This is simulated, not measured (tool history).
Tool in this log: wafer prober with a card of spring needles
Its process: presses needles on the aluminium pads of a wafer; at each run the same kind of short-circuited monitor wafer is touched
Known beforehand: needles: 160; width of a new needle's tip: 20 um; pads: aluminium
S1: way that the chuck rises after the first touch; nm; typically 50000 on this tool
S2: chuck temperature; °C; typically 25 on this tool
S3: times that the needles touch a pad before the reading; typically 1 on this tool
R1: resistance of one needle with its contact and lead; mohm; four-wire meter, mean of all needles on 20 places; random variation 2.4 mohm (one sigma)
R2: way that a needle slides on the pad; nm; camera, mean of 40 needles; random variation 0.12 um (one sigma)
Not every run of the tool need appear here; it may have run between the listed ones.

{"run": 1, "hour": 0.0, "S1": 50000, "S2": 25, "S3": 1, "R1": 338, "R2": 7300}
{"hour": 3.5, "done": "tips cleaned on abrasive film"}
{"hour": 9.3, "done": "tips cleaned on abrasive film"}
{"hour": 15.0, "done": "tips cleaned on abrasive film"}
{"hour": 19.6, "done": "tips cleaned on abrasive film"}
{"hour": 24.2, "done": "tips cleaned on abrasive film"}
{"hour": 30.0, "done": "tips cleaned on abrasive film"}
{"hour": 34.6, "done": "tips cleaned on abrasive film"}
{"hour": 40.4, "done": "tips cleaned on abrasive film"}
{"hour": 45.7, "done": "tips cleaned on abrasive film"}
{"run": 2, "hour": 45.7, "S1": 50000, "S2": 25, "S3": 1, "R1": 299, "R2": 7060}
{"hour": 50.3, "done": "tips cleaned on abrasive film"}
{"hour": 56.1, "done": "tips cleaned on abrasive film"}
{"hour": 61.8, "done": "tips cleaned on abrasive film"}
{"hour": 67.5, "done": "tips cleaned on abrasive film"}
{"run": 3, "hour": 69.7, "S1": 32000, "S2": 25, "S3": 1, "R1": 586, "R2": 4290}
{"hour": 73.1, "done": "tips cleaned on abrasive film"}
{"hour": 77.8, "done": "tips cleaned on abrasive film"}
{"hour": 83.5, "done": "tips cleaned on abrasive film"}
{"hour": 89.3, "done": "tips cleaned on abrasive film"}
{"hour": 95.0, "done": "tips cleaned on abrasive film"}
{"hour": 100.8, "done": "tips cleaned on abrasive film"}
{"hour": 105.4, "done": "tips cleaned on abrasive film"}
{"hour": 111.1, "done": "tips cleaned on abrasive film"}
{"run": 4, "hour": 111.1, "S1": 36000, "S2": 25, "S3": 1, "R1": 357, "R2": 4770}
{"hour": 116.9, "done": "tips cleaned on abrasive film"}
{"hour": 122.6, "done": "tips cleaned on abrasive film"}
{"hour": 127.2, "done": "tips cleaned on abrasive film"}
{"hour": 133.0, "done": "tips cleaned on abrasive film"}
{"hour": 138.7, "done": "tips cleaned on abrasive film"}
{"hour": 143.4, "done": "tips cleaned on abrasive film"}
{"hour": 149.1, "done": "tips cleaned on abrasive film"}
{"run": 5, "hour": 153.1, "S1": 36000, "S2": 25, "S3": 1, "R1": 657, "R2": 4440}
{"hour": 154.3, "done": "tips cleaned on abrasive film"}
{"hour": 160.1, "done": "tips cleaned on abrasive film"}
{"hour": 165.8, "done": "tips cleaned on abrasive film"}
{"hour": 171.6, "done": "tips cleaned on abrasive film"}
{"hour": 176.2, "done": "tips cleaned on abrasive film"}
{"run": 6, "hour": 179.5, "S1": 36000, "S2": 25, "S3": 1, "R1": 657, "R2": 4470}
{"hour": 181.9, "done": "tips cleaned on abrasive film"}
{"hour": 186.5, "done": "tips cleaned on abrasive film"}
{"hour": 192.3, "done": "tips cleaned on abrasive film"}
{"hour": 198.0, "done": "tips cleaned on abrasive film"}
{"hour": 203.7, "done": "tips cleaned on abrasive film"}
{"hour": 209.5, "done": "tips cleaned on abrasive film"}
{"hour": 215.2, "done": "tips cleaned on abrasive film"}
{"run": 7, "hour": 215.9, "S1": 36000, "S2": 25, "S3": 1, "R1": 447, "R2": 4210}
{"hour": 220.5, "done": "tips cleaned on abrasive film"}
{"hour": 225.2, "done": "tips cleaned on abrasive film"}
{"hour": 230.9, "done": "tips cleaned on abrasive film"}
{"hour": 236.7, "done": "tips cleaned on abrasive film"}
{"hour": 241.3, "done": "tips cleaned on abrasive film"}
{"run": 8, "hour": 243.6, "S1": 36000, "S2": 25, "S3": 1, "R1": 571, "R2": 4240}
{"hour": 245.9, "done": "tips cleaned on abrasive film"}
{"hour": 251.7, "done": "tips cleaned on abrasive film"}
{"hour": 257.4, "done": "tips cleaned on abrasive film"}
{"hour": 262.1, "done": "tips cleaned on abrasive film"}
{"hour": 267.8, "done": "tips cleaned on abrasive film"}
{"run": 9, "hour": 271.8, "S1": 36000, "S2": 25, "S3": 1, "R1": 725, "R2": 4060}
{"hour": 273.0, "done": "tips cleaned on abrasive film"}
{"hour": 278.8, "done": "tips cleaned on abrasive film"}
{"hour": 284.5, "done": "tips cleaned on abrasive film"}
{"hour": 289.4, "done": "height of the first contact set anew"}
{"hour": 290.6, "done": "tips cleaned on abrasive film"}
{"hour": 296.3, "done": "tips cleaned on abrasive film"}
{"hour": 302.1, "done": "tips cleaned on abrasive film"}
{"hour": 307.8, "done": "tips cleaned on abrasive film"}
{"hour": 313.6, "done": "tips cleaned on abrasive film"}
{"hour": 318.2, "done": "tips cleaned on abrasive film"}
{"run": 10, "hour": 319.2, "S1": 36000, "S2": 25, "S3": 1, "R1": 403, "R2": 5330}
{"hour": 323.8, "done": "tips cleaned on abrasive film"}
{"hour": 329.6, "done": "tips cleaned on abrasive film"}
{"hour": 335.3, "done": "tips cleaned on abrasive film"}
{"hour": 341.1, "done": "tips cleaned on abrasive film"}
{"hour": 346.8, "done": "tips cleaned on abrasive film"}
{"hour": 351.5, "done": "tips cleaned on abrasive film"}
{"hour": 357.2, "done": "tips cleaned on abrasive film"}
{"hour": 363.0, "done": "tips cleaned on abrasive film"}
{"hour": 367.6, "done": "tips cleaned on abrasive film"}
{"run": 11, "hour": 368.1, "S1": 36000, "S2": 25, "S3": 1, "R1": 378, "R2": 5250}
{"hour": 372.7, "done": "tips cleaned on abrasive film"}
{"hour": 378.4, "done": "tips cleaned on abrasive film"}
{"hour": 384.2, "done": "tips cleaned on abrasive film"}
{"hour": 388.8, "done": "tips cleaned on abrasive film"}
{"hour": 394.5, "done": "tips cleaned on abrasive film"}
{"hour": 400.3, "done": "tips cleaned on abrasive film"}
{"hour": 406.0, "done": "tips cleaned on abrasive film"}
{"hour": 411.8, "done": "tips cleaned on abrasive film"}
{"run": 12, "hour": 414.2, "S1": 50000, "S2": 25, "S3": 1, "R1": 384, "R2": 7190}
{"hour": 416.6, "done": "tips cleaned on abrasive film"}
{"hour": 422.3, "done": "tips cleaned on abrasive film"}
{"hour": 428.1, "done": "tips cleaned on abrasive film"}
{"hour": 432.7, "done": "tips cleaned on abrasive film"}
{"hour": 438.4, "done": "tips cleaned on abrasive film"}
{"run": 13, "hour": 442.9, "S1": 36000, "S2": 28, "S3": 1, "R1": 668, "R2": 5130}
{"hour": 444.2, "done": "tips cleaned on abrasive film"}
{"hour": 448.8, "done": "tips cleaned on abrasive film"}
{"hour": 454.5, "done": "tips cleaned on abrasive film"}
{"hour": 459.1, "done": "tips cleaned on abrasive film"}
{"hour": 464.9, "done": "tips cleaned on abrasive film"}
{"hour": 470.6, "done": "tips cleaned on abrasive film"}
{"hour": 475.3, "done": "tips cleaned on abrasive film"}
{"hour": 481.0, "done": "tips cleaned on abrasive film"}
{"run": 14, "hour": 482.6, "S1": 36000, "S2": 116, "S3": 1, "R1": 527, "R2": 5100}
{"hour": 486.1, "done": "tips cleaned on abrasive film"}
{"hour": 490.7, "done": "tips cleaned on abrasive film"}
{"hour": 496.5, "done": "tips cleaned on abrasive film"}
{"hour": 501.1, "done": "tips cleaned on abrasive film"}
{"hour": 506.8, "done": "tips cleaned on abrasive film"}
{"run": 15, "hour": 508.4, "S1": 36000, "S2": 116, "S3": 1, "R1": 530, "R2": 5040}
{"hour": 511.9, "done": "tips cleaned on abrasive film"}
{"hour": 517.6, "done": "tips cleaned on abrasive film"}
{"hour": 522.3, "done": "tips cleaned on abrasive film"}
{"hour": 528.0, "done": "tips cleaned on abrasive film"}
{"hour": 532.6, "done": "tips cleaned on abrasive film"}
{"run": 16, "hour": 536.9, "S1": 36000, "S2": 116, "S3": 1, "R1": 695, "R2": 4830}
{"hour": 538.2, "done": "tips cleaned on abrasive film"}
{"hour": 543.9, "done": "tips cleaned on abrasive film"}
{"hour": 549.7, "done": "tips cleaned on abrasive film"}
{"hour": 555.4, "done": "tips cleaned on abrasive film"}
{"hour": 561.2, "done": "tips cleaned on abrasive film"}
{"hour": 565.8, "done": "tips cleaned on abrasive film"}
{"hour": 571.5, "done": "tips cleaned on abrasive film"}
{"hour": 577.3, "done": "tips cleaned on abrasive film"}
{"run": 17, "hour": 579.3, "S1": 36000, "S2": 116, "S3": 1, "R1": 576, "R2": 4560}
{"hour": 582.8, "done": "tips cleaned on abrasive film"}
{"hour": 588.5, "done": "tips cleaned on abrasive film"}
{"hour": 594.3, "done": "tips cleaned on abrasive film"}
{"hour": 600.0, "done": "tips cleaned on abrasive film"}
{"hour": 605.8, "done": "tips cleaned on abrasive film"}
{"hour": 611.5, "done": "tips cleaned on abrasive film"}
{"hour": 617.3, "done": "tips cleaned on abrasive film"}
{"run": 18, "hour": 621.3, "S1": 56000, "S2": 54, "S3": 1, "R1": 457, "R2": 7520}
{"hour": 622.6, "done": "tips cleaned on abrasive film"}
{"hour": 628.3, "done": "tips cleaned on abrasive film"}
{"hour": 634.1, "done": "tips cleaned on abrasive film"}
{"hour": 639.8, "done": "tips cleaned on abrasive film"}
{"hour": 645.6, "done": "tips cleaned on abrasive film"}
{"hour": 651.3, "done": "tips cleaned on abrasive film"}
{"hour": 657.1, "done": "tips cleaned on abrasive film"}
{"run": 19, "hour": 657.4, "S1": 40000, "S2": 25, "S3": 1, "R1": 364, "R2": 5300}
{"hour": 662.0, "done": "tips cleaned on abrasive film"}
{"hour": 666.6, "done": "tips cleaned on abrasive film"}
{"hour": 672.4, "done": "tips cleaned on abrasive film"}
{"hour": 678.1, "done": "tips cleaned on abrasive film"}
{"hour": 682.7, "done": "tips cleaned on abrasive film"}
{"hour": 688.5, "done": "tips cleaned on abrasive film"}
{"run": 20, "hour": 692.0, "S1": 50000, "S2": 99, "S3": 1, "R1": 525, "R2": 6460}
{"hour": 693.3, "done": "tips cleaned on abrasive film"}
{"hour": 699.0, "done": "tips cleaned on abrasive film"}
{"hour": 704.8, "done": "tips cleaned on abrasive film"}
{"hour": 710.5, "done": "tips cleaned on abrasive film"}
{"hour": 716.3, "done": "tips cleaned on abrasive film"}
{"run": 21, "hour": 718.4, "S1": 50000, "S2": 120, "S3": 1, "R1": 471, "R2": 6380}

Some steps in R1 between neighbouring runs. How much of each would the tool show without its hidden state too (settings, what came in, random variation), and how much is left for the hidden state, with any gauge scatter that isn't in both results?
Hidden state at play: debris on the tips, nm; way that the needles fall short of the set height, um; tips' diameter, um; drift of the gauge itself on contact_mohm, %; drift of the gauge itself on scrub_um, %.
Run 4 -> 5: tips cleaned on abrasive film, tips cleaned on abrasive film, tips cleaned on abrasive film, tips cleaned on abrasive film, tips cleaned on abrasive film, tips cleaned on abrasive film, tips cleaned on abrasive film. R1 +300 mohm: hidden state +294, all else +6.
Run 9 -> 10: tips cleaned on abrasive film, tips cleaned on abrasive film, tips cleaned on abrasive film, height of the first contact set anew, tips cleaned on abrasive film, tips cleaned on abrasive film, tips cleaned on abrasive film, tips cleaned on abrasive film, tips cleaned on abrasive film, tips cleaned on abrasive film. R1 -322 mohm: hidden state -332, all else +10.

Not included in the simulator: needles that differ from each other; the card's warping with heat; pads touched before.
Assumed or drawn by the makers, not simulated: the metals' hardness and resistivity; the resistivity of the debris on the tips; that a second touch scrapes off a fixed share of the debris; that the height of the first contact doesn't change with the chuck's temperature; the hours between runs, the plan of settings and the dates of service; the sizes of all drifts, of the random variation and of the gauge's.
